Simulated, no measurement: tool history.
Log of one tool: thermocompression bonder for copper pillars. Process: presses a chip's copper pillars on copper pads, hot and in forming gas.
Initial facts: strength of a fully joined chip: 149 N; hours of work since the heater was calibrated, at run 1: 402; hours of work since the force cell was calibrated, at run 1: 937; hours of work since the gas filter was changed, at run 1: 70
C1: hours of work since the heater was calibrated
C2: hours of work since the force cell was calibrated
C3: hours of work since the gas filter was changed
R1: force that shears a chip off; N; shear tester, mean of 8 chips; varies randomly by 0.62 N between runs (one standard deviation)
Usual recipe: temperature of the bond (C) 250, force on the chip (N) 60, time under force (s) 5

run 1 hour=0.0 | temperature_of_the_bond_(C)=250 force_on_the_chip_(N)=60 time_under_force_(s)=5 | C1=402 C2=937 C3=70 | R1=89.7
run 2 hour=23.3 | temperature_of_the_bond_(C)=267 force_on_the_chip_(N)=60 time_under_force_(s)=5 | C1=420 C2=955 C3=88 | R1=106.2
run 3 hour=46.1 | temperature_of_the_bond_(C)=250 force_on_the_chip_(N)=60 time_under_force_(s)=7 | C1=438 C2=972 C3=106 | R1=97.9
run 4 hour=83.8 | temperature_of_the_bond_(C)=250 force_on_the_chip_(N)=60 time_under_force_(s)=7 | C1=467 C2=1002 C3=135 | R1=97.7
run 5 hour=124.6 | temperature_of_the_bond_(C)=250 force_on_the_chip_(N)=60 time_under_force_(s)=7 | C1=499 C2=1033 C3=167 | R1=96.8
run 6 hour=144.8 | temperature_of_the_bond_(C)=250 force_on_the_chip_(N)=60 time_under_force_(s)=7 | C1=515 C2=1049 C3=183 | R1=95.7
run 7 hour=167.1 | temperature_of_the_bond_(C)=250 force_on_the_chip_(N)=60 time_under_force_(s)=7 | C1=532 C2=1066 C3=200 | R1=95.8
-- hour=171.6 forming gas filter changed
run 8 hour=192.5 | temperature_of_the_bond_(C)=240 force_on_the_chip_(N)=60 time_under_force_(s)=7 | C1=551 C2=1085 C3=16 | R1=88.0
run 9 hour=211.6 | temperature_of_the_bond_(C)=250 force_on_the_chip_(N)=60 time_under_force_(s)=5 | C1=566 C2=1100 C3=31 | R1=88.0
run 10 hour=247.7 | temperature_of_the_bond_(C)=250 force_on_the_chip_(N)=60 time_under_force_(s)=5 | C1=594 C2=1128 C3=59 | R1=87.4
run 11 hour=269.3 | temperature_of_the_bond_(C)=250 force_on_the_chip_(N)=60 time_under_force_(s)=5 | C1=611 C2=1145 C3=76 | R1=87.2
run 12 hour=295.6 | temperature_of_the_bond_(C)=240 force_on_the_chip_(N)=60 time_under_force_(s)=5 | C1=631 C2=1166 C3=96 | R1=76.3
run 13 hour=320.4 | temperature_of_the_bond_(C)=240 force_on_the_chip_(N)=60 time_under_force_(s)=5 | C1=651 C2=1185 C3=115 | R1=75.5
run 14 hour=359.9 | temperature_of_the_bond_(C)=240 force_on_the_chip_(N)=60 time_under_force_(s)=5 | C1=681 C2=1215 C3=146 | R1=75.5
-- hour=396.8 heater calibrated with a thermocouple chip
run 15 hour=399.5 | temperature_of_the_bond_(C)=240 force_on_the_chip_(N)=60 time_under_force_(s)=5 | C1=2 C2=1245 C3=175 | R1=83.2
-- hour=433.0 forming gas filter changed
run 16 hour=440.0 | temperature_of_the_bond_(C)=240 force_on_the_chip_(N)=60 time_under_force_(s)=5 | C1=33 C2=1276 C3=5 | R1=84.6
run 17 hour=472.2 | temperature_of_the_bond_(C)=240 force_on_the_chip_(N)=60 time_under_force_(s)=5 | C1=58 C2=1301 C3=30 | R1=84.7
run 18 hour=492.7 | temperature_of_the_bond_(C)=250 force_on_the_chip_(N)=60 time_under_force_(s)=5 | C1=74 C2=1317 C3=46 | R1=93.3
run 19 hour=514.7 | temperature_of_the_bond_(C)=250 force_on_the_chip_(N)=60 time_under_force_(s)=5 | C1=91 C2=1334 C3=63 | R1=93.2
run 20 hour=534.4 | temperature_of_the_bond_(C)=250 force_on_the_chip_(N)=60 time_under_force_(s)=7 | C1=106 C2=1349 C3=79 | R1=102.6
run 21 hour=559.4 | temperature_of_the_bond_(C)=250 force_on_the_chip_(N)=75 time_under_force_(s)=5 | C1=126 C2=1368 C3=98 | R1=105.8
run 22 hour=596.2 | temperature_of_the_bond_(C)=223 force_on_the_chip_(N)=45 time_under_force_(s)=5 | C1=154 C2=1397 C3=127 | R1=50.0
run 23 hour=634.3 | temperature_of_the_bond_(C)=223 force_on_the_chip_(N)=45 time_under_force_(s)=5 | C1=184 C2=1426 C3=156 | R1=49.4
run 24 hour=671.2 | temperature_of_the_bond_(C)=223 force_on_the_chip_(N)=45 time_under_force_(s)=5 | C1=213 C2=1455 C3=185 | R1=48.8
-- hour=695.2 forming gas filter changed
run 25 hour=704.5 | temperature_of_the_bond_(C)=279 force_on_the_chip_(N)=41 time_under_force_(s)=11 | C1=238 C2=1481 C3=7 | R1=118.1
run 26 hour=732.3 | temperature_of_the_bond_(C)=246 force_on_the_chip_(N)=48 time_under_force_(s)=4 | C1=260 C2=1502 C3=29 | R1=69.4
run 27 hour=752.7 | temperature_of_the_bond_(C)=275 force_on_the_chip_(N)=75 time_under_force_(s)=11 | C1=275 C2=1518 C3=45 | R1=140.1
run 28 hour=772.2 | temperature_of_the_bond_(C)=270 force_on_the_chip_(N)=45 time_under_force_(s)=5 | C1=291 C2=1533 C3=60 | R1=92.6
run 29 hour=797.7 | temperature_of_the_bond_(C)=243 force_on_the_chip_(N)=54 time_under_force_(s)=14 | C1=310 C2=1553 C3=80 | R1=104.6
run 30 hour=825.5 | temperature_of_the_bond_(C)=243 force_on_the_chip_(N)=61 time_under_force_(s)=4 | C1=332 C2=1574 C3=101 | R1=78.6
run 31 hour=857.1 | temperature_of_the_bond_(C)=243 force_on_the_chip_(N)=61 time_under_force_(s)=4 | C1=356 C2=1599 C3=126 | R1=77.7
-- hour=864.9 force cell calibrated
run 32 hour=876.4 | temperature_of_the_bond_(C)=259 force_on_the_chip_(N)=49 time_under_force_(s)=4 | C1=370 C2=9 C3=139 | R1=85.6
run 33 hour=910.2 | temperature_of_the_bond_(C)=263 force_on_the_chip_(N)=60 time_under_force_(s)=12 | C1=396 C2=35 C3=166 | R1=127.2
run 34 hour=931.7 | temperature_of_the_bond_(C)=263 force_on_the_chip_(N)=60 time_under_force_(s)=12 | C1=413 C2=52 C3=182 | R1=126.5
-- hour=956.5 forming gas filter changed
run 35 hour=968.7 | temperature_of_the_bond_(C)=263 force_on_the_chip_(N)=60 time_under_force_(s)=12 | C1=441 C2=80 C3=9 | R1=129.8
run 36 hour=1004.7 | temperature_of_the_bond_(C)=250 force_on_the_chip_(N)=44 time_under_force_(s)=11 | C1=469 C2=108 C3=37 | R1=96.9
run 37 hour=1047.0 | temperature_of_the_bond_(C)=250 force_on_the_chip_(N)=40 time_under_force_(s)=5 | C1=502 C2=141 C3=70 | R1=70.1
run 38 hour=1067.7 | temperature_of_the_bond_(C)=250 force_on_the_chip_(N)=40 time_under_force_(s)=9 | C1=518 C2=157 C3=86 | R1=85.3
run 39 hour=1094.9 | temperature_of_the_bond_(C)=250 force_on_the_chip_(N)=40 time_under_force_(s)=9 | C1=539 C2=178 C3=107 | R1=84.2

Predict each of these 4 candidate next runs independently; none follows another, all start after run 39:
run A hour=1117.1 | temperature_of_the_bond_(C)=229 force_on_the_chip_(N)=52 time_under_force_(s)=4 | C1=557 C2=195 C3=125 | R1=?
run B hour=1117.1 | temperature_of_the_bond_(C)=267 force_on_the_chip_(N)=60 time_under_force_(s)=5 | C1=557 C2=195 C3=125 | R1=?
run C hour=1117.1 | temperature_of_the_bond_(C)=226 force_on_the_chip_(N)=60 time_under_force_(s)=5 | C1=557 C2=195 C3=125 | R1=?
run D hour=1117.1 | temperature_of_the_bond_(C)=270 force_on_the_chip_(N)=84 time_under_force_(s)=9 | C1=557 C2=195 C3=125 | R1=?

run=A R1=57.0
run=B R1=109.7
run=C R1=67.0
run=D R1=137.5
Without the tool's hidden state the same runs would have given:
run=A R1=62.4
run=B R1=116.0
run=C R1=73.0
run=D R1=142.0
